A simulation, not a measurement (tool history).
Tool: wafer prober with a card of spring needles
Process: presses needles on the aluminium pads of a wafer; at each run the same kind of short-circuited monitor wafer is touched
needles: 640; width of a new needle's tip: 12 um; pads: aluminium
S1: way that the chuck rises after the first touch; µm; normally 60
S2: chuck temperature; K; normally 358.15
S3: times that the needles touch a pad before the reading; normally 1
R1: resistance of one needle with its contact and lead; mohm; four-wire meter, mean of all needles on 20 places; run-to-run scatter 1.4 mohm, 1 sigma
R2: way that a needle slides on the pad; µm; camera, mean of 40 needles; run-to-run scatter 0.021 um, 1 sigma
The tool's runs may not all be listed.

{"run": 1, "hour": 0.0, "S1": 60, "S2": 358.15, "S3": 1, "R1": 148, "R2": 8.18}
{"hour": 10.6, "done": "tips cleaned on abrasive film"}
{"run": 2, "hour": 17.3, "S1": 60, "S2": 358.15, "S3": 1, "R1": 223, "R2": 8.21}
{"hour": 22.2, "done": "tips cleaned on abrasive film"}
{"run": 3, "hour": 32.3, "S1": 60, "S2": 358.15, "S3": 1, "R1": 247, "R2": 8.17}
{"hour": 34.4, "done": "tips cleaned on abrasive film"}
{"hour": 46.3, "done": "tips cleaned on abrasive film"}
{"run": 4, "hour": 47.6, "S1": 60, "S2": 358.15, "S3": 1, "R1": 163, "R2": 8.13}
{"hour": 57.4, "done": "tips cleaned on abrasive film"}
{"hour": 69.8, "done": "tips cleaned on abrasive film"}
{"run": 5, "hour": 70.4, "S1": 60, "S2": 358.15, "S3": 1, "R1": 149, "R2": 8.1}
{"hour": 82.3, "done": "tips cleaned on abrasive film"}
{"run": 6, "hour": 92.0, "S1": 60, "S2": 358.15, "S3": 1, "R1": 244, "R2": 8.09}
{"hour": 93.5, "done": "tips cleaned on abrasive film"}
{"run": 7, "hour": 102.4, "S1": 60, "S2": 358.15, "S3": 1, "R1": 249, "R2": 8.11}
{"hour": 105.2, "done": "tips cleaned on abrasive film"}
{"hour": 117.5, "done": "tips cleaned on abrasive film"}
{"run": 8, "hour": 121.4, "S1": 60, "S2": 358.15, "S3": 1, "R1": 204, "R2": 8.06}
{"hour": 129.6, "done": "tips cleaned on abrasive film"}
{"hour": 141.3, "done": "tips cleaned on abrasive film"}
{"run": 9, "hour": 144.8, "S1": 60, "S2": 358.15, "S3": 1, "R1": 210, "R2": 8.02}
{"hour": 154.0, "done": "tips cleaned on abrasive film"}
{"hour": 165.5, "done": "tips cleaned on abrasive film"}
{"run": 10, "hour": 165.9, "S1": 60, "S2": 358.15, "S3": 1, "R1": 140, "R2": 8.02}
{"run": 11, "hour": 175.5, "S1": 60, "S2": 358.15, "S3": 1, "R1": 255, "R2": 8.0}
{"hour": 177.2, "done": "tips cleaned on abrasive film"}
{"hour": 184.7, "done": "height of the first contact set anew"}
{"hour": 188.6, "done": "tips cleaned on abrasive film"}
{"run": 12, "hour": 198.4, "S1": 60, "S2": 358.15, "S3": 1, "R1": 260, "R2": 7.8}
{"hour": 200.0, "done": "tips cleaned on abrasive film"}
{"hour": 211.1, "done": "tips cleaned on abrasive film"}
{"run": 13, "hour": 211.2, "S1": 60, "S2": 358.15, "S3": 1, "R1": 133, "R2": 7.74}
{"hour": 222.9, "done": "tips cleaned on abrasive film"}
{"run": 14, "hour": 226.3, "S1": 60, "S2": 358.15, "S3": 1, "R1": 209, "R2": 7.75}
{"hour": 234.2, "done": "tips cleaned on abrasive film"}
{"run": 15, "hour": 237.8, "S1": 60, "S2": 358.15, "S3": 1, "R1": 202, "R2": 7.71}
{"hour": 245.3, "done": "tips cleaned on abrasive film"}
{"hour": 256.5, "done": "tips cleaned on abrasive film"}
{"run": 16, "hour": 258.3, "S1": 60, "S2": 358.15, "S3": 1, "R1": 183, "R2": 7.72}
{"hour": 268.3, "done": "tips cleaned on abrasive film"}
{"run": 17, "hour": 271.0, "S1": 64, "S2": 325.15, "S3": 2, "R1": 160, "R2": 8.24}
{"hour": 279.6, "done": "tips cleaned on abrasive film"}
{"run": 18, "hour": 283.5, "S1": 60, "S2": 302.15, "S3": 1, "R1": 219, "R2": 7.69}

Forecast run 19:
{"hour": 291.7, "done": "tips cleaned on abrasive film"}
{"run": 19, "hour": 301.9, "S1": 48, "S2": 358.15, "S3": 3, "R1": "?", "R2": "?"}

For run 19 the tool returned R1 211 mohm, R2 5.97 µm.
Minus the tool's unlogged condition, the same run would have read R1 127 mohm, R2 6.83 µm.
